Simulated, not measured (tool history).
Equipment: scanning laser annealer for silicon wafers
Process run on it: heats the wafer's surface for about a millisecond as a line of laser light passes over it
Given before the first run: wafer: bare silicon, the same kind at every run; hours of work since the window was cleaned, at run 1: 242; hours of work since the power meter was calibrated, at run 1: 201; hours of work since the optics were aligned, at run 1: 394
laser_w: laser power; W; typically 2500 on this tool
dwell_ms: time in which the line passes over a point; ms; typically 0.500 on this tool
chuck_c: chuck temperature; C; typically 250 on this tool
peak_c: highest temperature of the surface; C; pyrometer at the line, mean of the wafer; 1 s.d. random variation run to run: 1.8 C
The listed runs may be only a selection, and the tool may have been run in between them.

run	hour	laser_w	dwell_ms	chuck_c	hours of work since the window was cleaned	hours of work since the power meter was calibrated	hours of work since the optics were aligned	peak_c
1	0.0	2500	0.500	250	242	201	394	965
2	20.7	2500	0.500	272	252	211	404	983
3	48.0	2500	0.500	272	265	224	418	985
4	71.0	2500	0.500	272	276	236	429	983
5	93.7	2500	0.609	250	288	247	440	1048
6	113.8	2500	0.500	250	297	257	450	959
7	139.6	2500	0.500	250	310	269	463	962
8	152.9	2500	0.500	250	317	276	469	959
9	182.1	2160	0.500	250	331	290	483	859
# hour 188.1: laser's power meter calibrated
10	208.7	2160	0.500	250	343	10	495	863
11	234.3	2672	0.493	254	355	23	508	1003
12	255.7	2581	0.500	212	366	33	518	940
13	277.9	2226	0.368	249	377	44	529	770

3 ways to go on from here, each from the tool as it stands after run 13. What would each give?
A	292.5	2274	0.505	283	384	51	536	?
B	292.5	2226	0.398	266	384	51	536	?
C	292.5	2610	0.513	246	384	51	536	?

run	peak_c
A	926
B	813
C	993
Without the tool's hidden state the same runs would have given:
run	peak_c
A	952
B	835
C	1023
